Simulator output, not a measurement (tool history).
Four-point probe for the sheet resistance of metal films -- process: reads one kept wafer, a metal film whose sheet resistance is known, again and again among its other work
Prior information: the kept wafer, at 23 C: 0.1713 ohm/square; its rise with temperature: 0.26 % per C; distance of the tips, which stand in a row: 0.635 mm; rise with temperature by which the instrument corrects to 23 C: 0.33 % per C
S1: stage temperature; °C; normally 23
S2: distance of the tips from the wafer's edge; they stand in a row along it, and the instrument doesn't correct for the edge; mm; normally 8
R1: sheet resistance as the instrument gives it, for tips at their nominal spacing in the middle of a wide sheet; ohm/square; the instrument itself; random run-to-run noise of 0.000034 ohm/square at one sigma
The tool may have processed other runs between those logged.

run 1 day=0 | S1=23 S2=8 | R1=0.170811
run 2 day=1.758 | S1=23 S2=8 | R1=0.170722
run 3 day=2.858 | S1=23 S2=8 | R1=0.170668
run 4 day=3.846 | S1=23 S2=8 | R1=0.170628
run 5 day=5.292 | S1=23 S2=8 | R1=0.170551
run 6 day=7.017 | S1=33 S2=8 | R1=0.169386
run 7 day=7.796 | S1=33 S2=8 | R1=0.169322
run 8 day=9.438 | S1=24 S2=8 | R1=0.170378
run 9 day=11.258 | S1=23 S2=8 | R1=0.170352
run 10 day=12.812 | S1=23 S2=8 | R1=0.170343
run 11 day=14.175 | S1=23 S2=8 | R1=0.170274
run 12 day=15.317 | S1=23 S2=8 | R1=0.170194
run 13 day=17.067 | S1=23 S2=8 | R1=0.170168
run 14 day=18.617 | S1=23 S2=64 | R1=0.169513
run 15 day=20.167 | S1=23 S2=64 | R1=0.169475
run 16 day=21.558 | S1=23 S2=8 | R1=0.170008
run 17 day=22.975 | S1=23 S2=8 | R1=0.169923
-- day=23.429 new probe head fitted
run 18 day=24.479 | S1=23 S2=8 | R1=0.171502
run 19 day=25.538 | S1=20 S2=5 | R1=0.172718
run 20 day=26.392 | S1=20 S2=5 | R1=0.172699
run 21 day=27.588 | S1=18 S2=7 | R1=0.172182
-- day=27.762 stage's thermometer calibrated
run 22 day=29.138 | S1=33 S2=8 | R1=0.170131
run 23 day=30.254 | S1=27 S2=4 | R1=0.172528
run 24 day=32.096 | S1=20 S2=6 | R1=0.172003
run 25 day=33.008 | S1=22 S2=17 | R1=0.170829
-- day=33.95 stage's thermometer calibrated, once more
run 26 day=34.896 | S1=23 S2=6 | R1=0.171735
run 27 day=36.425 | S1=30 S2=4 | R1=0.172157
run 28 day=37.621 | S1=30 S2=4 | R1=0.172133
run 29 day=39.45 | S1=35 S2=18 | R1=0.169337
run 30 day=41.017 | S1=25 S2=6 | R1=0.171357
run 31 day=42.017 | S1=24 S2=8 | R1=0.170929
run 32 day=43 | S1=24 S2=8 | R1=0.170878
run 33 day=44.075 | S1=25 S2=18 | R1=0.170304
run 34 day=45.208 | S1=29 S2=31 | R1=0.169748
run 35 day=47.096 | S1=29 S2=35 | R1=0.169642

Difference, measured minus no-hidden-state, one row per run. Run-to-run variation is common to both terms; the gauge's own scatter need not be:
Hidden conditions of the tool in this case: inner tips' distance over the nominal, %; tips' flats over new ones', %; wafer's true temperature over the reading, C; drift of the gauge itself on sheet_ohm, %.
run=1 R1=-0.001113
run=2 R1=-0.001179
run=3 R1=-0.001214
run=4 R1=-0.001249
run=5 R1=-0.001296
run=6 R1=-0.001345
run=7 R1=-0.001374
run=8 R1=-0.001448
run=9 R1=-0.001516
run=10 R1=-0.001574
run=11 R1=-0.001622
run=12 R1=-0.001665
run=13 R1=-0.001725
run=14 R1=-0.001772
run=15 R1=-0.001828
run=16 R1=-0.001877
run=17 R1=-0.001928
run=18 R1=-0.000369
run=19 R1=-0.000406
run=20 R1=-0.000438
run=21 R1=-0.000481
run=22 R1=-0.000543
run=23 R1=-0.000591
run=24 R1=-0.000658
run=25 R1=-0.000685
run=26 R1=-0.000575
run=27 R1=-0.000627
run=28 R1=-0.000665
run=29 R1=-0.000716
run=30 R1=-0.000781
run=31 R1=-0.000815
run=32 R1=-0.000849
run=33 R1=-0.000882
run=34 R1=-0.00092
run=35 R1=-0.000983

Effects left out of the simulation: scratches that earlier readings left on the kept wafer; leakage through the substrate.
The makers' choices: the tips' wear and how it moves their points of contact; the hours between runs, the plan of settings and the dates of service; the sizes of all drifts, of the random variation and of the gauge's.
